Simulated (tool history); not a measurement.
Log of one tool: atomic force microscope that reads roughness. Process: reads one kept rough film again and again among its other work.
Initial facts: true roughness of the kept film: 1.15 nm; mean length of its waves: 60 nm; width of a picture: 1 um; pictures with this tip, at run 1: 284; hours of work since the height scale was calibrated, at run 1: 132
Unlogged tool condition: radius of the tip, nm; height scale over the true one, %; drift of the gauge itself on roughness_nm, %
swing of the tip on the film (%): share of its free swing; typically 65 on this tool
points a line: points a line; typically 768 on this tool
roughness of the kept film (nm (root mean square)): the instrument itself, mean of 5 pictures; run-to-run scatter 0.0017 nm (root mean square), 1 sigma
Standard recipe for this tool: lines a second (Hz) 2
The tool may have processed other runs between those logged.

run	hour	lines a second (Hz)	swing of the tip on the film (%)	points a line	pictures with this tip	hours of work since the height scale was calibrated	roughness of the kept film (nm (root mean square))
1	0	2	65	768	284	132	1.093
2	36.1	2	69	768	331	154	1.089
# hour 68: new tip fitted
3	101	2	69	768	43	193	1.092
4	156.6	2	65	768	115	226	1.101
5	210.5	2	65	768	185	259	1.098
6	261.1	1.58	65	768	251	289	1.101
7	295.1	2	72	768	295	310	1.078
8	342.2	2	59	768	356	338	1.101
# hour 354: new tip fitted
9	413.1	2	65	768	77	381	1.098
10	476.6	2	65	768	160	419	1.098
11	511.4	2	65	768	205	440	1.094
12	571.1	2	65	768	283	476	1.097
# hour 641.6: new tip fitted
13	643.8	2	65	768	3	520	1.1
14	690.2	2.41	60	315	63	548	1.099
15	729.8	0.87	76	804	114	572	1.108
16	776.4	0.87	76	804	175	600	1.107
17	821.2	2.66	78	463	233	627	1.036
18	859.4	1.24	62	570	283	650	1.107
19	888.8	2.31	65	776	321	668	1.085
# hour 925.6: new tip fitted
20	932.8	2	55	549	9	694	1.117
21	980.2	0.85	61	768	71	723	1.12
22	1010.8	2	56	698	111	742	1.111
23	1049.9	2	56	698	161	765	1.111

What if the next run were any one of these 3? Each begins from the tool's condition after run 23:
A	1115.7	2.79	77	768	247	805	?
B	1115.7	1.69	65	476	247	805	?
C	1115.7	2	74	698	247	805	?

run	roughness of the kept film (nm (root mean square))
A	1.033
B	1.096
C	1.067
What these runs would have given with no unlogged condition in the tool:
run	roughness of the kept film (nm (root mean square))
A	1.047
B	1.111
C	1.081

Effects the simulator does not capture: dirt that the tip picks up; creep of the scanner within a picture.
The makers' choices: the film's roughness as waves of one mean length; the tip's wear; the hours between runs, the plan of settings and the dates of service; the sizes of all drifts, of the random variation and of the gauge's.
